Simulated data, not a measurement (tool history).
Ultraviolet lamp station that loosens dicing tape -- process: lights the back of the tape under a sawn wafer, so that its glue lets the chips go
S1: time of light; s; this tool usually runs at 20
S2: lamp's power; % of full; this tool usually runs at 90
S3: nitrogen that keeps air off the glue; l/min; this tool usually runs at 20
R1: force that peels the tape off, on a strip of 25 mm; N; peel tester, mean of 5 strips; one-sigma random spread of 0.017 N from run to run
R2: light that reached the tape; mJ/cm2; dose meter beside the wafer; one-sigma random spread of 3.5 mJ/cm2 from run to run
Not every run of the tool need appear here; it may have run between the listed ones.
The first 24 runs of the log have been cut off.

{"day": 35.55, "done": "window cleaned of glue's vapour"}
{"run": 25, "day": 36.379, "S1": 11, "S2": 98, "S3": 13, "R1": 4.131, "R2": 236}
{"run": 26, "day": 38.258, "S1": 35, "S2": 98, "S3": 37, "R1": 0.28, "R2": 735}
{"run": 27, "day": 39.875, "S1": 18, "S2": 98, "S3": 37, "R1": 1.384, "R2": 372}
{"run": 28, "day": 41.583, "S1": 34, "S2": 73, "S3": 24, "R1": 0.963, "R2": 509}
{"run": 29, "day": 42.521, "S1": 34, "S2": 73, "S3": 24, "R1": 0.934, "R2": 509}
{"run": 30, "day": 44.083, "S1": 25, "S2": 98, "S3": 24, "R1": 1.023, "R2": 496}
{"day": 44.204, "done": "window cleaned of glue's vapour, once more"}
{"run": 31, "day": 45.592, "S1": 40, "S2": 61, "S3": 25, "R1": 0.749, "R2": 566}
{"run": 32, "day": 46.667, "S1": 12, "S2": 99, "S3": 20, "R1": 3.004, "R2": 272}
{"run": 33, "day": 47.983, "S1": 12, "S2": 92, "S3": 27, "R1": 2.985, "R2": 255}
{"run": 34, "day": 49.596, "S1": 12, "S2": 67, "S3": 7, "R1": 6.001, "R2": 185}
{"run": 35, "day": 51.229, "S1": 19, "S2": 90, "S3": 10, "R1": 2.871, "R2": 377}
{"run": 36, "day": 53.271, "S1": 28, "S2": 97, "S3": 10, "R1": 1.416, "R2": 585}
{"run": 37, "day": 55.496, "S1": 16, "S2": 92, "S3": 27, "R1": 2.195, "R2": 310}
{"run": 38, "day": 57.288, "S1": 20, "S2": 90, "S3": 26, "R1": 1.676, "R2": 372}
{"run": 39, "day": 58.304, "S1": 24, "S2": 66, "S3": 26, "R1": 2.115, "R2": 328}
{"run": 40, "day": 59.221, "S1": 24, "S2": 65, "S3": 26, "R1": 2.133, "R2": 316}
{"run": 41, "day": 61.196, "S1": 24, "S2": 65, "S3": 26, "R1": 2.206, "R2": 313}
{"run": 42, "day": 62.25, "S1": 24, "S2": 65, "S3": 26, "R1": 2.212, "R2": 307}

4 options for the next run, each taken on its own from the tool as it stands now. Forecast them:
{"run": "A", "day": 63.871, "S1": 30, "S2": 65, "S3": 26, "R1": "?", "R2": "?"}
{"run": "B", "day": 63.871, "S1": 13, "S2": 65, "S3": 26, "R1": "?", "R2": "?"}
{"run": "C", "day": 63.871, "S1": 20, "S2": 71, "S3": 20, "R1": "?", "R2": "?"}
{"run": "D", "day": 63.871, "S1": 25, "S2": 90, "S3": 11, "R1": "?", "R2": "?"}

run=A R1=1.61 R2=376
run=B R1=4.431 R2=165
run=C R1=2.945 R2=277
run=D R1=2.143 R2=434
Had the tool no hidden state, the same runs would have come out as:
run=A R1=0.541 R2=625
run=B R1=2.665 R2=273
run=C R1=1.366 R2=458
run=D R1=0.826 R2=719

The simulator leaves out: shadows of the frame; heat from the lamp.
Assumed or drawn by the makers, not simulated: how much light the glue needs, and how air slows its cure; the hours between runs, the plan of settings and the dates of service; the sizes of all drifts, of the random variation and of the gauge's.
